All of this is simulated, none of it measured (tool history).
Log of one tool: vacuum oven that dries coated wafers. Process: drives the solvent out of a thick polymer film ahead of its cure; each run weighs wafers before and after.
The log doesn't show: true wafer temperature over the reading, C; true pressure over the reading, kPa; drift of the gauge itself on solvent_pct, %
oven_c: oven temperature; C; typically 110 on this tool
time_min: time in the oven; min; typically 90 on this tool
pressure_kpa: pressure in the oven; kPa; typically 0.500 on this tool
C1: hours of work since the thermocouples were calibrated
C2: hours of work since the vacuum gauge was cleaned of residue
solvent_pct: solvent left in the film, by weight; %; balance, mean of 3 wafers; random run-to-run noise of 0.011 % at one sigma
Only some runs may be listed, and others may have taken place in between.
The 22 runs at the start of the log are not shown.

run 23 hour=799.8 | oven_c=121 time_min=73 pressure_kpa=1.982 | C1=264 C2=949 | solvent_pct=0.93
run 24 hour=822.4 | oven_c=124 time_min=73 pressure_kpa=1.982 | C1=273 C2=958 | solvent_pct=0.73
run 25 hour=845.1 | oven_c=113 time_min=73 pressure_kpa=0.452 | C1=282 C2=967 | solvent_pct=1.35
run 26 hour=889.1 | oven_c=106 time_min=90 pressure_kpa=0.500 | C1=300 C2=985 | solvent_pct=1.79
run 27 hour=918.3 | oven_c=106 time_min=90 pressure_kpa=0.500 | C1=312 C2=997 | solvent_pct=1.79
run 28 hour=943.0 | oven_c=110 time_min=140 pressure_kpa=1.320 | C1=322 C2=1007 | solvent_pct=0.75
run 29 hour=962.9 | oven_c=106 time_min=90 pressure_kpa=0.561 | C1=330 C2=1015 | solvent_pct=1.85
run 30 hour=991.6 | oven_c=106 time_min=88 pressure_kpa=0.561 | C1=342 C2=1027 | solvent_pct=1.92

Predict each of these 5 candidate next runs independently; none follows another, all start after run 30:
run A hour=1019.2 | oven_c=122 time_min=84 pressure_kpa=0.433 | C1=353 C2=1038 | solvent_pct=?
run B hour=1019.2 | oven_c=110 time_min=113 pressure_kpa=0.500 | C1=353 C2=1038 | solvent_pct=?
run C hour=1019.2 | oven_c=99 time_min=49 pressure_kpa=0.513 | C1=353 C2=1038 | solvent_pct=?
run D hour=1019.2 | oven_c=100 time_min=90 pressure_kpa=0.500 | C1=353 C2=1038 | solvent_pct=?
run E hour=1019.2 | oven_c=119 time_min=60 pressure_kpa=1.402 | C1=353 C2=1038 | solvent_pct=?

run=A solvent_pct=0.33
run=B solvent_pct=0.71
run=C solvent_pct=7.10
run=D solvent_pct=3.13
run=E solvent_pct=1.39
What these runs would have given with no unlogged condition in the tool:
run=A solvent_pct=0.24
run=B solvent_pct=0.56
run=C solvent_pct=6.76
run=D solvent_pct=2.82
run=E solvent_pct=1.23
